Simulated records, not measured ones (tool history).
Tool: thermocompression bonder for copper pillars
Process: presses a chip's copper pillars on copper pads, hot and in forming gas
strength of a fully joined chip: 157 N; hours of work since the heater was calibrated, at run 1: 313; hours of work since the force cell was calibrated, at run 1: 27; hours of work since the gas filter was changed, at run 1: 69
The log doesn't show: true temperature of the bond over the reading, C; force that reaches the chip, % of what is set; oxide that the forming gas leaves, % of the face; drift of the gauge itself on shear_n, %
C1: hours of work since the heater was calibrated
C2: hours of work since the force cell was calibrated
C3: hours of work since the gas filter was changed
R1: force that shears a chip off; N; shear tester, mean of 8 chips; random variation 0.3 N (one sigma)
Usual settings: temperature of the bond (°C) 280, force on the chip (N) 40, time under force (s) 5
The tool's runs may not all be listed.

Run 1, hour 0.0: usual settings; C1 313; C2 27; C3 69. Result: R1 64.0 N.
Run 2, hour 16.1: usual settings; C1 326; C2 39; C3 81. Result: R1 64.8 N.
Run 3, hour 50.2: usual settings; C1 353; C2 66; C3 108. Result: R1 64.0 N.
Run 4, hour 73.4: usual settings; C1 371; C2 85; C3 127. Result: R1 64.3 N.
Run 5, hour 92.0: usual settings but force on the chip (N) 41; C1 386; C2 100; C3 141. Result: R1 65.0 N.
Run 6, hour 112.3: usual settings; C1 402; C2 116; C3 157. Result: R1 64.1 N.
Run 7, hour 147.2: usual settings but temperature of the bond (°C) 254; C1 430; C2 143; C3 185. Result: R1 44.7 N.
Run 8, hour 172.8: usual settings; C1 450; C2 163; C3 205. Result: R1 63.8 N.
Run 9, hour 207.4: usual settings but force on the chip (N) 32; C1 477; C2 191; C3 233. Result: R1 57.7 N.
At hour 227.5: forming gas filter changed.
Run 10, hour 238.6: usual settings but force on the chip (N) 32; C1 502; C2 215; C3 9. Result: R1 59.2 N.
Run 11, hour 269.8: usual settings but temperature of the bond (°C) 297; C1 526; C2 240; C3 33. Result: R1 81.1 N.
Run 12, hour 306.4: usual settings but temperature of the bond (°C) 297; C1 555; C2 269; C3 62. Result: R1 81.1 N.
Run 13, hour 341.9: usual settings but temperature of the bond (°C) 263; C1 583; C2 297; C3 90. Result: R1 53.0 N.
Run 14, hour 363.2: usual settings but time under force (s) 6; C1 600; C2 314; C3 107. Result: R1 71.9 N.
Run 15, hour 400.4: usual settings but time under force (s) 6; C1 629; C2 343; C3 137. Result: R1 71.2 N.
Run 16, hour 421.3: usual settings but time under force (s) 6; C1 646; C2 360; C3 153. Result: R1 71.5 N.
Run 17, hour 456.4: usual settings but time under force (s) 6; C1 674; C2 387; C3 181. Result: R1 71.5 N.
Run 18, hour 475.9: usual settings; C1 689; C2 403; C3 196. Result: R1 67.0 N.
Run 19, hour 501.9: usual settings; C1 710; C2 423; C3 217. Result: R1 66.4 N.
Run 20, hour 530.8: usual settings; C1 733; C2 446; C3 240. Result: R1 66.7 N.
At hour 542.2: forming gas filter changed.
Run 21, hour 549.0: usual settings; C1 747; C2 460; C3 5. Result: R1 68.5 N.
Run 22, hour 577.0: usual settings; C1 769; C2 482; C3 27. Result: R1 68.1 N.
Run 23, hour 607.2: usual settings but temperature of the bond (°C) 265, force on the chip (N) 29, time under force (s) 6; C1 793; C2 506; C3 51. Result: R1 51.6 N.
Run 24, hour 632.1: usual settings but temperature of the bond (°C) 265, force on the chip (N) 29, time under force (s) 6; C1 812; C2 526; C3 71. Result: R1 51.3 N.
Run 25, hour 668.6: usual settings but temperature of the bond (°C) 265, force on the chip (N) 29, time under force (s) 6; C1 841; C2 555; C3 100. Result: R1 51.5 N.

The next listed run, before its measurement:
At hour 694.4: heater calibrated with a thermocouple chip.
Run 26, hour 703.6: usual settings but temperature of the bond (°C) 285, force on the chip (N) 32, time under force (s) 7; C1 7; C2 581; C3 126. Result: R1 ?.

{"run 26": {"R1": 67.5}}
Without the tool's hidden state the same run would have given R1 67.5 N.

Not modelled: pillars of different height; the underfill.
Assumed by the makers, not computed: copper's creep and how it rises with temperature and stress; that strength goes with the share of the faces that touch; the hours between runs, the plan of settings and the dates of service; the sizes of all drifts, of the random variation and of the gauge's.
